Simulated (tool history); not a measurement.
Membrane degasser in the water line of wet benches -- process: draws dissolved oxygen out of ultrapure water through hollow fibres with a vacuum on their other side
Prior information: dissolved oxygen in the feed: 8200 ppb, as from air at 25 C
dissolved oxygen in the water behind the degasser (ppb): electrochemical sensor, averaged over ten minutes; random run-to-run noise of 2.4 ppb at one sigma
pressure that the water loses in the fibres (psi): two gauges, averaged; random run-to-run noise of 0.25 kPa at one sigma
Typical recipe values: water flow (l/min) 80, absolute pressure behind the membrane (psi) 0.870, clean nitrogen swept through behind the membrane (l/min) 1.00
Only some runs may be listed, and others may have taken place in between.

run,hour,water flow (l/min),absolute pressure behind the membrane (psi),clean nitrogen swept through behind the membrane (l/min),dissolved oxygen in the water behind the degasser (ppb),pressure that the water loses in the fibres (psi)
1,0.0,80,0.870,1.00,367.4,9.680
2,117.1,80,0.870,1.00,365.7,9.622
# hour 180.2: seals of the vacuum lines changed
3,245.7,80,0.889,1.00,384.7,9.654
4,359.4,80,0.889,1.00,384.2,9.646
5,493.5,80,0.889,1.00,387.0,9.683
6,678.6,80,0.985,1.00,464.0,9.664
7,772.0,80,1.208,1.00,651.7,9.760
8,943.6,80,1.208,1.00,647.1,9.741
9,1023.6,80,1.208,1.00,654.2,9.723
10,1147.1,80,1.208,1.00,656.1,9.745
11,1255.5,80,0.863,1.00,361.1,9.758
12,1444.2,80,0.863,1.00,360.0,9.762
13,1629.7,80,0.863,1.00,362.1,9.744
14,1719.2,80,1.468,1.00,861.5,9.690
15,1884.0,80,1.468,1.00,861.9,9.764
16,2047.1,80,1.468,1.00,849.8,9.722
17,2140.9,108,0.870,1.00,454.7,13.243
18,2222.1,80,1.624,1.28,837.9,9.831
19,2383.2,77,1.191,0.50,915.9,9.432
20,2561.1,80,0.841,2.18,195.7,9.774
21,2638.4,100,0.856,2.07,256.6,12.292
22,2717.4,100,0.598,2.07,98.4,12.273
23,2824.0,100,0.598,2.07,99.3,12.199
24,2954.1,95,0.940,0.46,718.0,11.699
25,3126.1,84,1.114,2.47,312.5,10.351
26,3215.6,74,1.023,1.61,334.8,9.126
27,3305.0,81,0.805,1.01,310.6,9.984
28,3411.4,81,0.805,1.01,311.3,9.986
29,3582.1,65,1.279,1.01,622.5,8.006
30,3669.1,61,1.279,0.83,666.6,7.469
31,3824.8,61,1.279,0.83,667.5,7.535
32,3939.7,61,1.279,0.83,664.3,7.487

Consider 4 possible next runs. They are alternatives, not a sequence: every one starts from the tool as it was left by run 32. What does each give?
A,4108.6,61,1.279,1.92,?,?
B,4108.6,95,1.279,0.83,?,?
C,4108.6,56,0.982,1.00,?,?
D,4108.6,59,1.047,0.83,?,?

run,dissolved oxygen in the water behind the degasser (ppb),pressure that the water loses in the fibres (psi)
A,361.7,7.554
B,879.3,11.761
C,359.2,6.914
D,469.0,7.255
Take away the tool's hidden state, keep each run's random variation, and the runs would have read:
run,dissolved oxygen in the water behind the degasser (ppb),pressure that the water loses in the fibres (psi)
A,361.7,7.372
B,879.1,11.480
C,359.1,6.749
D,468.9,7.081
